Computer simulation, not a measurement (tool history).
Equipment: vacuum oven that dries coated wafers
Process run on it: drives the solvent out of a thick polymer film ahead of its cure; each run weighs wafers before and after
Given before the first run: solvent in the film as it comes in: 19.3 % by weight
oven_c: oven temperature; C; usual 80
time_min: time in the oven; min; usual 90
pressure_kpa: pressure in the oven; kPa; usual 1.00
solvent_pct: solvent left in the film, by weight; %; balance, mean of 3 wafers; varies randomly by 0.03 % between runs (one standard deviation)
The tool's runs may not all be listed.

run,hour,oven_c,time_min,pressure_kpa,solvent_pct
1,0.0,80,90,1.00,2.31
2,95.9,80,90,1.00,2.26
3,173.3,75,90,1.00,3.64
4,293.7,80,87,1.00,2.43
5,390.9,80,90,1.00,2.24
6,474.2,86,90,1.00,1.19
7,530.9,86,123,1.00,0.82
8,589.0,80,126,1.00,1.38
# hour 618.3: oven's thermocouples calibrated
9,699.7,89,126,1.00,0.73
10,766.1,89,126,3.09,1.59
11,877.9,80,90,1.00,2.65
12,990.7,77,90,1.00,3.46
13,1077.1,80,90,1.00,2.61
14,1151.7,80,90,1.00,2.57
15,1240.7,80,90,1.00,2.60
16,1365.8,80,90,1.00,2.55
# hour 1399.2: vacuum gauge cleaned of residue and calibrated
17,1448.6,80,90,1.22,2.29
18,1519.2,80,90,1.22,2.30
19,1637.4,79,90,1.00,2.39
20,1742.7,79,96,1.00,2.08
# hour 1785.8: oven's thermocouples calibrated
21,1846.8,79,96,1.00,2.33
22,1960.1,79,96,1.00,2.29
23,2032.4,79,96,1.00,2.23
24,2105.1,79,96,1.00,2.24
25,2156.1,69,76,1.27,6.79
26,2251.4,74,76,1.27,4.92
27,2337.2,77,73,1.94,4.46
28,2456.4,84,108,2.66,1.83
29,2548.2,84,108,2.66,1.84
30,2658.7,69,54,2.13,8.78
31,2724.6,86,120,3.96,1.99
32,2796.3,86,120,3.96,1.98
33,2912.6,78,135,0.59,1.23
# hour 2948.3: oven's thermocouples calibrated
34,3025.3,78,48,1.00,6.34
35,3139.2,80,62,0.96,4.20
36,3214.0,80,74,1.00,3.41
37,3321.4,80,90,1.00,2.59
38,3400.5,82,158,1.05,1.04
39,3458.6,86,55,1.86,3.28
40,3544.9,80,100,0.53,1.91
41,3597.7,80,100,0.53,1.81
42,3691.1,80,83,1.58,3.01
43,3742.7,80,83,1.58,3.03
44,3815.8,79,83,1.58,3.31

For run 45, what comes out?
45,3884.5,79,64,1.58,?

{"run 45": {"solvent_pct": 4.37}}
Were there no unlogged condition in the tool, this run, its random variation unchanged, would have produced solvent_pct 4.25 %.

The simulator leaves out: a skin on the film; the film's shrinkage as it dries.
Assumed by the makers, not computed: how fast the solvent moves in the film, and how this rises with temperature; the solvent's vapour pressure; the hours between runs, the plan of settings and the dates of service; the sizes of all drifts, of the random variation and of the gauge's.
